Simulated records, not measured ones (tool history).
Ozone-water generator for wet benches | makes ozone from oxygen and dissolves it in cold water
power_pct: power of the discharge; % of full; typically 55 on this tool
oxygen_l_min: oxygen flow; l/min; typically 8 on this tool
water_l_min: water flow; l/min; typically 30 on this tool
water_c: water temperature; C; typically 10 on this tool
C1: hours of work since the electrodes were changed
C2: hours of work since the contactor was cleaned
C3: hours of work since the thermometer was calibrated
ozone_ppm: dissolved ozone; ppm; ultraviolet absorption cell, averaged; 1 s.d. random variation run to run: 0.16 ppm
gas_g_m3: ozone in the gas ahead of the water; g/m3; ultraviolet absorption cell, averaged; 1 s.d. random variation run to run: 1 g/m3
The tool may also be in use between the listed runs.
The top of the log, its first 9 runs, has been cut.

{"run": 10, "day": 27.642, "power_pct": 55, "oxygen_l_min": 5.8, "water_l_min": 30, "water_c": 10, "C1": 3136, "C2": 6514, "C3": 2154, "ozone_ppm": 17.8, "gas_g_m3": 204}
{"run": 11, "day": 30.325, "power_pct": 55, "oxygen_l_min": 8, "water_l_min": 30, "water_c": 8, "C1": 3199, "C2": 6577, "C3": 2216, "ozone_ppm": 18.7, "gas_g_m3": 167.6}
{"run": 12, "day": 33.25, "power_pct": 55, "oxygen_l_min": 8, "water_l_min": 30, "water_c": 8, "C1": 3267, "C2": 6645, "C3": 2284, "ozone_ppm": 18.4, "gas_g_m3": 165.3}
{"run": 13, "day": 35.15, "power_pct": 55, "oxygen_l_min": 8, "water_l_min": 30, "water_c": 8, "C1": 3311, "C2": 6689, "C3": 2328, "ozone_ppm": 18.3, "gas_g_m3": 165}
{"run": 14, "day": 37.754, "power_pct": 55, "oxygen_l_min": 8, "water_l_min": 30, "water_c": 8, "C1": 3371, "C2": 6749, "C3": 2388, "ozone_ppm": 18.2, "gas_g_m3": 164.6}
{"run": 15, "day": 41.717, "power_pct": 55, "oxygen_l_min": 8, "water_l_min": 30, "water_c": 8, "C1": 3463, "C2": 6841, "C3": 2480, "ozone_ppm": 18.2, "gas_g_m3": 165.8}
{"run": 16, "day": 45.167, "power_pct": 55, "oxygen_l_min": 8, "water_l_min": 30, "water_c": 8, "C1": 3543, "C2": 6921, "C3": 2561, "ozone_ppm": 18, "gas_g_m3": 165.2}
{"run": 17, "day": 49.142, "power_pct": 55, "oxygen_l_min": 8, "water_l_min": 45, "water_c": 9, "C1": 3636, "C2": 7014, "C3": 2653, "ozone_ppm": 12.2, "gas_g_m3": 165.5}
{"run": 18, "day": 52.088, "power_pct": 55, "oxygen_l_min": 10.19, "water_l_min": 27, "water_c": 6, "C1": 3704, "C2": 7082, "C3": 2721, "ozone_ppm": 20.3, "gas_g_m3": 142.4}
{"run": 19, "day": 54.888, "power_pct": 53, "oxygen_l_min": 7.57, "water_l_min": 22, "water_c": 10, "C1": 3769, "C2": 7147, "C3": 2786, "ozone_ppm": 22, "gas_g_m3": 165.3}
{"run": 20, "day": 58.4, "power_pct": 53, "oxygen_l_min": 11.58, "water_l_min": 33, "water_c": 10, "C1": 3851, "C2": 7229, "C3": 2868, "ozone_ppm": 15.7, "gas_g_m3": 126.3}
{"run": 21, "day": 60.308, "power_pct": 53, "oxygen_l_min": 11.58, "water_l_min": 33, "water_c": 10, "C1": 3895, "C2": 7273, "C3": 2912, "ozone_ppm": 15.4, "gas_g_m3": 127.8}
{"run": 22, "day": 63.617, "power_pct": 53, "oxygen_l_min": 6.1, "water_l_min": 33, "water_c": 10, "C1": 3972, "C2": 7350, "C3": 2989, "ozone_ppm": 15.3, "gas_g_m3": 187.1}
{"run": 23, "day": 65.854, "power_pct": 76, "oxygen_l_min": 7.6, "water_l_min": 25, "water_c": 10, "C1": 4024, "C2": 7402, "C3": 3041, "ozone_ppm": 27.1, "gas_g_m3": 224.3}
{"run": 24, "day": 68.158, "power_pct": 76, "oxygen_l_min": 7.6, "water_l_min": 25, "water_c": 10, "C1": 4077, "C2": 7455, "C3": 3094, "ozone_ppm": 26.7, "gas_g_m3": 222}
{"run": 25, "day": 70.104, "power_pct": 76, "oxygen_l_min": 7.6, "water_l_min": 25, "water_c": 10, "C1": 4123, "C2": 7501, "C3": 3140, "ozone_ppm": 27.1, "gas_g_m3": 222.8}
{"run": 26, "day": 71.942, "power_pct": 51, "oxygen_l_min": 13.37, "water_l_min": 25, "water_c": 10, "C1": 4165, "C2": 7543, "C3": 3182, "ozone_ppm": 18.3, "gas_g_m3": 112.6}
{"run": 27, "day": 74.892, "power_pct": 51, "oxygen_l_min": 13.37, "water_l_min": 25, "water_c": 10, "C1": 4234, "C2": 7612, "C3": 3251, "ozone_ppm": 18.2, "gas_g_m3": 111.8}
{"run": 28, "day": 76.692, "power_pct": 51, "oxygen_l_min": 13.37, "water_l_min": 25, "water_c": 10, "C1": 4275, "C2": 7653, "C3": 3293, "ozone_ppm": 18, "gas_g_m3": 113.5}
{"run": 29, "day": 78.962, "power_pct": 51, "oxygen_l_min": 13.37, "water_l_min": 25, "water_c": 10, "C1": 4328, "C2": 7706, "C3": 3345, "ozone_ppm": 18, "gas_g_m3": 111.2}
{"run": 30, "day": 82.946, "power_pct": 55, "oxygen_l_min": 4.74, "water_l_min": 30, "water_c": 10, "C1": 4421, "C2": 7799, "C3": 3438, "ozone_ppm": 16.9, "gas_g_m3": 225.2}

4 options for the next run, each taken on its own from the tool as it stands now. Forecast them:
{"run": "A", "day": 85.588, "power_pct": 55, "oxygen_l_min": 4.74, "water_l_min": 30, "water_c": 11, "C1": 4482, "C2": 7860, "C3": 3499, "ozone_ppm": "?", "gas_g_m3": "?"}
{"run": "B", "day": 85.588, "power_pct": 55, "oxygen_l_min": 12.57, "water_l_min": 30, "water_c": 10, "C1": 4482, "C2": 7860, "C3": 3499, "ozone_ppm": "?", "gas_g_m3": "?"}
{"run": "C", "day": 85.588, "power_pct": 93, "oxygen_l_min": 5.02, "water_l_min": 30, "water_c": 10, "C1": 4482, "C2": 7860, "C3": 3499, "ozone_ppm": "?", "gas_g_m3": "?"}
{"run": "D", "day": 85.588, "power_pct": 93, "oxygen_l_min": 4.74, "water_l_min": 30, "water_c": 10, "C1": 4482, "C2": 7860, "C3": 3499, "ozone_ppm": "?", "gas_g_m3": "?"}

run=A ozone_ppm=16.9 gas_g_m3=223.4
run=B ozone_ppm=17.1 gas_g_m3=124.5
run=C ozone_ppm=26.5 gas_g_m3=339.3
run=D ozone_ppm=26.1 gas_g_m3=350.5
Had the tool no hidden state, the same runs would have come out as:
run=A ozone_ppm=19.4 gas_g_m3=237.8
run=B ozone_ppm=19.7 gas_g_m3=132.6
run=C ozone_ppm=31.6 gas_g_m3=374.7
run=D ozone_ppm=31.1 gas_g_m3=387

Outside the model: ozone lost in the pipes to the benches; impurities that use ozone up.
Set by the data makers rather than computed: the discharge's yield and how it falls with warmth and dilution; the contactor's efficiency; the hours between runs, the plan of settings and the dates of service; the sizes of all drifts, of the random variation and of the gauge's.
